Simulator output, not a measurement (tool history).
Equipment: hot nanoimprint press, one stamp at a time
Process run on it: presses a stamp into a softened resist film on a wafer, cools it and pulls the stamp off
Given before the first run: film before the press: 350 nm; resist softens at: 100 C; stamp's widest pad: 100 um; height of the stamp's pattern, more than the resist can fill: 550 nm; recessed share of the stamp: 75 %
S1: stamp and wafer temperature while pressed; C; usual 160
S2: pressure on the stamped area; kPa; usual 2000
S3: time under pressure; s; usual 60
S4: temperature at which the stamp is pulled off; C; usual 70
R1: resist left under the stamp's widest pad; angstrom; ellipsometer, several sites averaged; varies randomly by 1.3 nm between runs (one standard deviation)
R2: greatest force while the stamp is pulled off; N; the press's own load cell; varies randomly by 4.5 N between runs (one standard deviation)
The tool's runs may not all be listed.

run     day   S1    S2   S3  S4    R1   R2
  1       0  160  2000   60  70  1821  226
  2   2.892  160  2000   60  70  1813  241
  3   4.529  160  2760   60  70  1544  260
      5.067  -- stamp cleaned and given a new release coat
      6.512  -- press's hydraulic seals changed and the load cell set to zero
  4   7.179  160  2000   60  70  1809  222
  5  10.312  158  2000   60  70  1958  245
     11.742  -- stamp cleaned and given a new release coat
  6  13.883  160  1420   60  70  2079  227
  7   16.65  160  1420   60  70  2081  238
     18.371  -- stamp cleaned and given a new release coat
  8  19.604  160  2000   60  61  1754  272
       20.4  -- plate thermocouple calibrated
  9  22.558  160  2000   60  61  1956  316
     24.917  -- stamp cleaned and given a new release coat
 10  26.112  160  2000   60  61  1922  287
 11  27.925  160  2000   60  61  1912  297
 12  30.146  160  2000   60  61  1895  325
     31.417  -- stamp cleaned and given a new release coat
 13  32.092  160  2000   60  70  1897  226
 14  34.988  160  2000   60  70  1883  242
     37.992  -- stamp cleaned and given a new release coat
 15  38.667  155  3120  104  66  1593  249
     42.692  -- press's hydraulic seals changed and the load cell set to zero
 16  42.692  160  2000   40  70  2068  251
     44.708  -- stamp cleaned and given a new release coat
 17  45.796  160  2870   86  61  1344  289
 18  48.025  160  2000   60  67  1839  257
 19  50.367  160  2000   60  67  1823  270

Predict the results of run 20:
     51.108  -- stamp cleaned and given a new release coat
 20  53.475  160  2070  60  70   ?   ?

R1: 1781 angstrom
R2: 224 N
Had the tool carried no hidden state, the very same run would have given R1 1908 angstrom, R2 220 N.
